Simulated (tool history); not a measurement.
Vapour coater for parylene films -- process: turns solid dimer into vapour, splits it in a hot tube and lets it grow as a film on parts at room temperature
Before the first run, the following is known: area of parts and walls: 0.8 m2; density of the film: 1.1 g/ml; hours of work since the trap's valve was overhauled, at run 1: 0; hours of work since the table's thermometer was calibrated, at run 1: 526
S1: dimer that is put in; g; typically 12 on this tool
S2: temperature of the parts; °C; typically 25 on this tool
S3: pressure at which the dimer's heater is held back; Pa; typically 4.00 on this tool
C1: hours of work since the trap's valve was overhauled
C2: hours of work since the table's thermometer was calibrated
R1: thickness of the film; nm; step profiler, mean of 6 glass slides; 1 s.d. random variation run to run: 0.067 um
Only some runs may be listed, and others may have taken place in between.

run   hour  S1  S2    S3   C1   C2     R1
  1    0.0  12  25  4.00    0  526   8050
  2   26.5  11  25  4.00   17  543   7190
  3   79.5   9  25  4.00   52  578   5770
  4  132.5  12  25  4.00   86  612   7640
     138.8  -- table's thermometer calibrated
  5  179.7  12  25  4.00  116   27   7490
  6  217.5  12  25  4.00  141   51   7190
  7  258.6  12  25  4.00  167   78   7190
  8  315.8  12  25  4.00  205  115   6940
     348.3  -- trap's valve overhauled
  9  365.5  12  25  4.00   11  145   8010
 10  393.4  10  30  4.00   29  163   5560
     403.3  -- table's thermometer calibrated, once more
 11  449.4  10  30  4.00   65   30   5440
 12  503.8  19  25  6.87  100   65  11230
 13  538.7  19  25  6.87  123   88  11070

Below are 5 alternative next runs, each starting from the tool's condition after run 13. Predict each:
  A  589.4  15  18  2.43  156  121   ?
  B  589.4  17  27  3.17  156  121   ?
  C  589.4  19  35  2.62  156  121   ?
  D  589.4  18  19  6.87  156  121   ?
  E  589.4   7  36  2.48  156  121   ?

run     R1
  A  12150
  B   9970
  C   8830
  D  12600
  E   3070
What these runs would have given with no unlogged condition in the tool:
run     R1
  A  13330
  B  10950
  C   9690
  D  13830
  E   3370
